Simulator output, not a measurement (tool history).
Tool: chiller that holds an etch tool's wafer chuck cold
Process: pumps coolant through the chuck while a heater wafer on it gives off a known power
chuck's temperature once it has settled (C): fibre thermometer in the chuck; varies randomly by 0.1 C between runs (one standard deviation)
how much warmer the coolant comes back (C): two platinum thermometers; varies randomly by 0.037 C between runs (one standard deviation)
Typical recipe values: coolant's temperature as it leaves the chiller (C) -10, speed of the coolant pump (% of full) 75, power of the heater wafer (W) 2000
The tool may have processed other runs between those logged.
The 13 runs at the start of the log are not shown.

run	hour	coolant's temperature as it leaves the chiller (C)	speed of the coolant pump (% of full)	power of the heater wafer (W)	chuck's temperature once it has settled (C)	how much warmer the coolant comes back (C)
14	636.7	-10	75	2000	7.3	7.22
15	695.3	-10	75	2000	7.0	7.11
16	742.2	-10	75	2000	7.2	7.30
17	795.9	-10	75	2000	7.2	7.25
18	826.8	-6	70	1156	4.3	4.36
19	877.1	-6	70	1156	4.2	4.40
20	910.3	-6	70	1080	3.5	4.13
21	974.7	-6	80	2000	10.4	6.72
22	1012.7	-19	69	1941	-1.3	7.64
23	1062.6	-7	75	1292	4.2	4.61
24	1115.2	-19	75	2000	-1.9	7.23
25	1166.9	-17	77	2000	-0.2	6.98
26	1214.6	-12	70	2290	8.4	8.76
27	1243.2	-10	91	2000	5.1	5.91
28	1279.1	-10	91	2000	5.0	5.79
29	1342.7	-10	91	2000	5.1	5.83
30	1373.0	-10	91	2000	5.1	5.79
31	1415.3	-2	83	2000	14.0	6.39
32	1468.0	-7	78	2622	14.7	9.00
33	1523.5	-4	91	2000	11.0	5.83

Consider 3 possible next runs. They are alternatives, not a sequence: every one starts from the tool as it was left by run 33. What does each give?
A	1566.0	-5	98	2036	?	?
B	1566.0	-3	86	2114	?	?
C	1566.0	-10	80	1764	?	?

run	chuck's temperature once it has settled (C)	how much warmer the coolant comes back (C)
A	9.5	5.52
B	13.4	6.48
C	4.2	5.85
With no hidden state in the tool, these same runs would have given:
run	chuck's temperature once it has settled (C)	how much warmer the coolant comes back (C)
A	9.5	5.76
B	13.4	6.72
C	4.2	6.09

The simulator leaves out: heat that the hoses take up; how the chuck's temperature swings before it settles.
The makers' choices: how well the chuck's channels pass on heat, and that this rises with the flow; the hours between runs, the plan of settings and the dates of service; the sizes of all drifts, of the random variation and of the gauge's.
